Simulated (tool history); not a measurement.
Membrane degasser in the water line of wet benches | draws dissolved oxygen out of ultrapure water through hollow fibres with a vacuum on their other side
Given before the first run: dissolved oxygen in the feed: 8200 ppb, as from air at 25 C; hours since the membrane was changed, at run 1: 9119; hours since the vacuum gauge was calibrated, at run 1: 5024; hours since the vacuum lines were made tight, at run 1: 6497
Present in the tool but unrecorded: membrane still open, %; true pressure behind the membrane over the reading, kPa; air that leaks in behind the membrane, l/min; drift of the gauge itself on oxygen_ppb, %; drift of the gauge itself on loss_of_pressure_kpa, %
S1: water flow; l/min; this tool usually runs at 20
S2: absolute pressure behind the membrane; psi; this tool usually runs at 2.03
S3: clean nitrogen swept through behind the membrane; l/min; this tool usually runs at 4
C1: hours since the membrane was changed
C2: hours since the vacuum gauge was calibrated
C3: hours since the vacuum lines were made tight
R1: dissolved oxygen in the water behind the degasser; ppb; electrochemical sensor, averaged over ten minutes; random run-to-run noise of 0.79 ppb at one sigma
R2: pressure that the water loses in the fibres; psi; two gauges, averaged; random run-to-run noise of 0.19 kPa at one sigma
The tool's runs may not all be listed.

run,day,S1,S2,S3,C1,C2,C3,R1,R2
1,0,20,2.03,4,9119,5024,6497,143.7,5.816
# day 1.812: vacuum gauge calibrated
2,6.192,20,2.03,4,9268,105,6645,143.5,5.852
3,11.946,20,2.03,4,9406,243,6783,141.8,5.861
4,19.362,20,2.03,4,9584,421,6961,142.4,5.87
5,24.408,20,2.03,4,9705,542,7082,142.4,5.865
# day 26.054: seals of the vacuum lines changed
6,30.338,16,2.03,4,9845,683,103,111.3,4.643
7,36.108,16,2.03,4,9984,821,241,111.6,4.65
8,46.625,16,2.03,4,10236,1074,494,112.2,4.709
9,56.946,16,2.03,4,10484,1321,741,112,4.735
10,64.329,16,2.03,2.92,10661,1498,919,149.1,4.737
11,73.304,16,2.03,2.92,10876,1714,1134,147.2,4.721
12,84.433,16,2.03,2.92,11143,1981,1401,147.5,4.691
13,91.546,16,2.03,2.92,11314,2152,1572,147.1,4.672
14,102.988,20,2.03,4,11589,2426,1846,141.1,5.817
# day 109.617: membrane cartridge changed
15,109.617,20,2.03,4,0,2581,2001,141.9,5.845
16,120.438,20,2.03,4,260,2841,2261,141.3,5.793
17,129.688,30,2.03,2.03,482,3063,2483,385.8,8.73
18,137.975,28,3.86,4,681,3262,2682,397.6,8.177
19,143.958,13,1.31,7.05,824,3405,2826,29.6,3.809
20,150.808,13,1.35,4.76,989,3570,2990,43.7,3.787
21,158.479,20,2.03,2.23,1173,3754,3174,231.2,5.867
22,164,20,2.6,7.29,1305,3887,3307,110.5,5.793
23,169.733,21,2.03,4.66,1443,4024,3444,131.1,6.144
24,177.708,21,1.97,4.66,1634,4215,3636,127.1,6.145
25,186.708,15,1.65,4.09,1850,4432,3852,78.4,4.379
26,198.308,18,4.87,8.39,2129,4710,4130,165.1,5.246
27,204.996,22,1.23,5.07,2289,4870,4291,72.6,6.406
28,210.029,19,2.03,4,2410,4991,4411,132.1,5.598
# day 213.042: vacuum gauge calibrated
29,216.762,20,1.46,4,2571,89,4573,94.1,5.835
30,224.646,20,1.46,4,2760,278,4762,93.6,5.851
31,231.329,15,2.94,6.42,2921,439,4922,101.9,4.377
32,241.275,14,2.9,5.22,3159,678,5161,113.8,4.118

Hidden state at the last listed run before each entry between runs and at the first one after, where it differs:
From run 1 to run 2: vacuum gauge calibrated (day 1.812)
  drift of the gauge itself on oxygen_ppb, %: 0 -> -0.06
  measured minus no-state result, R1: +0.2 -> +0.1 ppb
From run 5 to run 6: seals of the vacuum lines changed (day 26.054)
  air that leaks in behind the membrane, l/min: 0.0022 -> 0.002; drift of the gauge itself on oxygen_ppb, %: -0.22 -> -0.27
  measured minus no-state result, R1: -0.1 -> -0.2 ppb
From run 14 to run 15: membrane cartridge changed (day 109.617)
  membrane still open, %: 99.9 -> 100; drift of the gauge itself on oxygen_ppb, %: -0.92 -> -0.98
  measured minus no-state result, R1: -1.2 -> -1.3 ppb
From run 28 to run 29: vacuum gauge calibrated (day 213.042)
  air that leaks in behind the membrane, l/min: 0.0021 -> 0.0022; drift of the gauge itself on oxygen_ppb, %: -1.88 -> -1.94
  measured minus no-state result, R1: -2.4 -> -1.8 ppb
